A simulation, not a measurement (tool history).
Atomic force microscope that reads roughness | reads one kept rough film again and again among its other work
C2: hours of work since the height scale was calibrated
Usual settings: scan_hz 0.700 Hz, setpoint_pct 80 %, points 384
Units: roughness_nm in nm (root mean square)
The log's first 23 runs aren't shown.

run 24 hour=1376.9 | scan_hz=2.305 setpoint_pct=59 points=783 | pictures_with_this_tip=154 C2=180 | roughness_nm=2.838
run 25 hour=1415.5 | scan_hz=0.700 setpoint_pct=70 points=346 | pictures_with_this_tip=201 C2=202 | roughness_nm=2.618
-- hour=1429.3 new tip fitted
run 26 hour=1486.0 | scan_hz=0.700 setpoint_pct=63 points=346 | pictures_with_this_tip=70 C2=240 | roughness_nm=3.357
run 27 hour=1529.7 | scan_hz=3.703 setpoint_pct=56 points=346 | pictures_with_this_tip=123 C2=264 | roughness_nm=2.874
run 28 hour=1586.1 | scan_hz=3.687 setpoint_pct=58 points=527 | pictures_with_this_tip=192 C2=296 | roughness_nm=2.541
-- hour=1605.9 new tip fitted
run 29 hour=1639.7 | scan_hz=3.687 setpoint_pct=58 points=527 | pictures_with_this_tip=41 C2=325 | roughness_nm=3.410
run 30 hour=1678.9 | scan_hz=0.700 setpoint_pct=57 points=280 | pictures_with_this_tip=89 C2=347 | roughness_nm=3.186
run 31 hour=1758.6 | scan_hz=0.514 setpoint_pct=59 points=266 | pictures_with_this_tip=187 C2=391 | roughness_nm=2.659

Forecast each of these 3 alternatives for the next run:
-- hour=1783.6 new tip fitted
run A hour=1799.9 | scan_hz=0.700 setpoint_pct=80 points=279 | pictures_with_this_tip=20 C2=413 | roughness_nm=?
-- hour=1783.6 new tip fitted
run B hour=1799.9 | scan_hz=0.642 setpoint_pct=80 points=1017 | pictures_with_this_tip=20 C2=413 | roughness_nm=?
-- hour=1783.6 new tip fitted
run C hour=1799.9 | scan_hz=0.514 setpoint_pct=58 points=266 | pictures_with_this_tip=20 C2=413 | roughness_nm=?

run=A roughness_nm=3.568
run=B roughness_nm=3.739
run=C roughness_nm=3.681
Without the tool's hidden state the same runs would have given:
run=A roughness_nm=3.833
run=B roughness_nm=4.016
run=C roughness_nm=3.954

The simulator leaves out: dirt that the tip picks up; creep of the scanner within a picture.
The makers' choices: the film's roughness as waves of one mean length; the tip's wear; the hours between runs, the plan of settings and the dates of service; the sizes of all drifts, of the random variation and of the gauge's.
